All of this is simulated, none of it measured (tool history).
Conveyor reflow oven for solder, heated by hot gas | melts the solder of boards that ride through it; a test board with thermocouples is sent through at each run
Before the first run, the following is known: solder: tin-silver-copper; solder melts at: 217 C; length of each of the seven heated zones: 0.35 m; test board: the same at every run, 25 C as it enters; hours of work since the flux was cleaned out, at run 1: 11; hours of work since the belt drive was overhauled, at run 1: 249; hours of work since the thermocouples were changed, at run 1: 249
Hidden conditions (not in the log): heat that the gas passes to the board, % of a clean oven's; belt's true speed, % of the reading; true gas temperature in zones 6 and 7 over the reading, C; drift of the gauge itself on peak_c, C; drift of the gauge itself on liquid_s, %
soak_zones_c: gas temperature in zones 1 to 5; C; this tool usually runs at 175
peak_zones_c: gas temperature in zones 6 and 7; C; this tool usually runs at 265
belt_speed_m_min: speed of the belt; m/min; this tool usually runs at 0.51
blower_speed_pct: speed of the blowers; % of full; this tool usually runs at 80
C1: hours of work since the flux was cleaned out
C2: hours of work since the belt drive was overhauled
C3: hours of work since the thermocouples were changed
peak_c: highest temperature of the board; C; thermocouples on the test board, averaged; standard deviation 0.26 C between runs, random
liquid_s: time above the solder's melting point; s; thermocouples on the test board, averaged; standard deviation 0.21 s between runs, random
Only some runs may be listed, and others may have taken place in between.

Run 1, hour 0: usual settings; C1 11; C2 249; C3 249. Result: peak_c 250.6 C, liquid_s 61.2 s.
Run 2, hour 80.3: usual settings but belt_speed_m_min 0.607 m/min; C1 56; C2 294; C3 294. Result: peak_c 244.4 C, liquid_s 45 s.
Run 3, hour 119: usual settings; C1 78; C2 316; C3 316. Result: peak_c 249.6 C, liquid_s 60.7 s.
Run 4, hour 189.2: usual settings but peak_zones_c 264 C; C1 118; C2 356; C3 356. Result: peak_c 248.9 C, liquid_s 59.6 s.
Run 5, hour 242: usual settings but peak_zones_c 256 C; C1 148; C2 386; C3 386. Result: peak_c 241.5 C, liquid_s 53.5 s.
Run 6, hour 281.4: usual settings but belt_speed_m_min 0.505 m/min; C1 170; C2 408; C3 408. Result: peak_c 250.3 C, liquid_s 61.1 s.
Run 7, hour 337.8: usual settings; C1 202; C2 440; C3 440. Result: peak_c 248.5 C, liquid_s 60.3 s.
At hour 410.6: flux residue cleaned out of gas plates and filters.
Run 8, hour 434.7: usual settings; C1 14; C2 492; C3 492. Result: peak_c 249.8 C, liquid_s 60.9 s.
Run 9, hour 523.2: usual settings; C1 64; C2 542; C3 542. Result: peak_c 249.1 C, liquid_s 60.4 s.
Run 10, hour 560.6: usual settings; C1 85; C2 563; C3 563. Result: peak_c 249.4 C, liquid_s 60.5 s.
Run 11, hour 616.4: usual settings but blower_speed_pct 81 % of full; C1 116; C2 595; C3 595. Result: peak_c 249.1 C, liquid_s 60.4 s.
Run 12, hour 668: usual settings but belt_speed_m_min 0.481 m/min; C1 146; C2 624; C3 624. Result: peak_c 250.2 C, liquid_s 65.9 s.
Run 13, hour 745.2: usual settings; C1 189; C2 668; C3 668. Result: peak_c 248.3 C, liquid_s 59.9 s.
Run 14, hour 829.1: usual settings; C1 237; C2 715; C3 715. Result: peak_c 248.3 C, liquid_s 59.6 s.
At hour 840.1: flux residue cleaned out of gas plates and filters.
Run 15, hour 889.9: usual settings but peak_zones_c 264 C; C1 28; C2 747; C3 747. Result: peak_c 248.5 C, liquid_s 60.4 s.
Run 16, hour 936.6: usual settings but peak_zones_c 264 C, belt_speed_m_min 0.553 m/min; C1 55; C2 773; C3 773. Result: peak_c 245.4 C, liquid_s 52.5 s.
Run 17, hour 975: usual settings but soak_zones_c 184 C, belt_speed_m_min 0.506 m/min, blower_speed_pct 65 % of full; C1 76; C2 795; C3 795. Result: peak_c 246.9 C, liquid_s 62.3 s.
Run 18, hour 1050.2: usual settings but soak_zones_c 184 C, belt_speed_m_min 0.506 m/min, blower_speed_pct 65 % of full; C1 119; C2 838; C3 838. Result: peak_c 246.7 C, liquid_s 62.1 s.
Run 19, hour 1135.6: usual settings but soak_zones_c 172 C, belt_speed_m_min 0.575 m/min; C1 167; C2 886; C3 886. Result: peak_c 244 C, liquid_s 47.2 s.
At hour 1161.1: thermocouples of zones 6 and 7 changed.
Run 20, hour 1194.1: usual settings but belt_speed_m_min 0.517 m/min, blower_speed_pct 69 % of full; C1 199; C2 918; C3 19. Result: peak_c 247.5 C, liquid_s 57.2 s.
At hour 1272: flux residue cleaned out of gas plates and filters.
Run 21, hour 1290.4: usual settings but belt_speed_m_min 0.517 m/min, blower_speed_pct 69 % of full; C1 10; C2 970; C3 70. Result: peak_c 247.8 C, liquid_s 57.8 s.
Run 22, hour 1373.4: usual settings but belt_speed_m_min 0.5 m/min, blower_speed_pct 65 % of full; C1 57; C2 1017; C3 117. Result: peak_c 247.7 C, liquid_s 59.5 s.
Run 23, hour 1433.2: usual settings but belt_speed_m_min 0.5 m/min, blower_speed_pct 65 % of full; C1 91; C2 1050; C3 151. Result: peak_c 247.4 C, liquid_s 59.4 s.
Run 24, hour 1509.1: usual settings but peak_zones_c 264 C, belt_speed_m_min 0.61 m/min, blower_speed_pct 65 % of full; C1 134; C2 1093; C3 194. Result: peak_c 239.1 C, liquid_s 39.2 s.
Run 25, hour 1584.8: usual settings but soak_zones_c 161 C, peak_zones_c 272 C, belt_speed_m_min 0.417 m/min, blower_speed_pct 59 % of full; C1 177; C2 1136; C3 237. Result: peak_c 254.6 C, liquid_s 74 s.
Run 26, hour 1666.9: usual settings but soak_zones_c 161 C, peak_zones_c 272 C, belt_speed_m_min 0.417 m/min, blower_speed_pct 59 % of full; C1 224; C2 1183; C3 283. Result: peak_c 254.2 C, liquid_s 73.6 s.
At hour 1698.9: flux residue cleaned out of gas plates and filters.
Run 27, hour 1730.8: usual settings but peak_zones_c 259 C, belt_speed_m_min 0.561 m/min, blower_speed_pct 56 % of full; C1 18; C2 1216; C3 317. Result: peak_c 234.9 C, liquid_s 38.1 s.
Run 28, hour 1772.3: usual settings but soak_zones_c 160 C, peak_zones_c 254 C, belt_speed_m_min 0.468 m/min, blower_speed_pct 88 % of full; C1 42; C2 1240; C3 340. Result: peak_c 242.4 C, liquid_s 56.5 s.
Run 29, hour 1849.9: usual settings but soak_zones_c 160 C, peak_zones_c 254 C, belt_speed_m_min 0.468 m/min, blower_speed_pct 88 % of full; C1 85; C2 1284; C3 384. Result: peak_c 242 C, liquid_s 56.4 s.

Branching from run 29: 4 alternative next runs. What would each branch give?
Run A, hour 1930.8: usual settings but soak_zones_c 174 C, peak_zones_c 254 C, belt_speed_m_min 0.542 m/min, blower_speed_pct 52 % of full; C1 131; C2 1329; C3 430. Result: peak_c ?, liquid_s ?.
Run B, hour 1930.8: usual settings but peak_zones_c 259 C, belt_speed_m_min 0.438 m/min, blower_speed_pct 64 % of full; C1 131; C2 1329; C3 430. Result: peak_c ?, liquid_s ?.
Run C, hour 1930.8: usual settings but soak_zones_c 173 C, peak_zones_c 254 C, belt_speed_m_min 0.468 m/min, blower_speed_pct 88 % of full; C1 131; C2 1329; C3 430. Result: peak_c ?, liquid_s ?.
Run D, hour 1930.8: usual settings but soak_zones_c 160 C, peak_zones_c 270 C, belt_speed_m_min 0.468 m/min, blower_speed_pct 67 % of full; C1 131; C2 1329; C3 430. Result: peak_c ?, liquid_s ?.

run  peak_c  liquid_s
  A   230.2      31.2
  B   245.1      67.8
  C   243.2        63
  D   251.1      62.1
Take away the tool's hidden state, keep each run's random variation, and the runs would have read:
run  peak_c  liquid_s
  A   231.1      31.8
  B   246.3      67.3
  C   244.6      62.9
  D   252.4      61.7
